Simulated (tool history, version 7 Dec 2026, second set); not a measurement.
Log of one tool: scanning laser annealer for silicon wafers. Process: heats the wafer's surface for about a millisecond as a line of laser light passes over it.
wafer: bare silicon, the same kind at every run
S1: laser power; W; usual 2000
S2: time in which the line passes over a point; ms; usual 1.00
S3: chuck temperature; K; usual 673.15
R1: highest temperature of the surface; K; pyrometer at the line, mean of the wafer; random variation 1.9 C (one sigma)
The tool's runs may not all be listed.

run,hour,S1,S2,S3,R1
1,0.0,2000,1.00,673.15,1469.15
2,20.8,1957,1.00,673.15,1449.15
3,34.8,1957,1.00,673.15,1451.15
4,48.0,1957,1.00,696.15,1474.15
5,67.2,1957,1.00,696.15,1475.15
6,83.3,1957,1.00,696.15,1476.15
7,103.3,1957,1.00,696.15,1473.15
8,130.9,1957,1.00,696.15,1474.15
9,153.7,1957,1.00,696.15,1472.15
10,178.7,1857,1.00,673.15,1406.15
11,196.1,1857,1.00,673.15,1405.15
12,215.2,1857,1.00,673.15,1401.15
13,229.2,1857,0.75,671.15,1309.15
14,247.3,2139,1.10,679.15,1575.15
15,271.7,2000,0.96,642.15,1418.15
16,301.4,1843,1.14,655.15,1426.15
17,325.3,1967,1.21,673.15,1530.15
18,340.6,2105,1.00,655.15,1493.15
19,360.6,2050,1.23,708.15,1606.15
20,386.4,2120,0.73,694.15,1425.15
21,414.6,2000,0.87,641.15,1386.15
22,437.6,2000,0.87,641.15,1385.15
23,469.7,2142,0.75,657.15,1405.15

3 ways to go on from here, each from the tool as it stands after run 23. What would each give?
A,499.2,1816,1.12,670.15,?
B,499.2,1806,1.00,705.15,?
C,499.2,2088,0.82,660.15,?

run,R1
A,1425.15
B,1414.15
C,1419.15
Without the tool's hidden state the same runs would have given:
run,R1
A,1426.15
B,1415.15
C,1420.15

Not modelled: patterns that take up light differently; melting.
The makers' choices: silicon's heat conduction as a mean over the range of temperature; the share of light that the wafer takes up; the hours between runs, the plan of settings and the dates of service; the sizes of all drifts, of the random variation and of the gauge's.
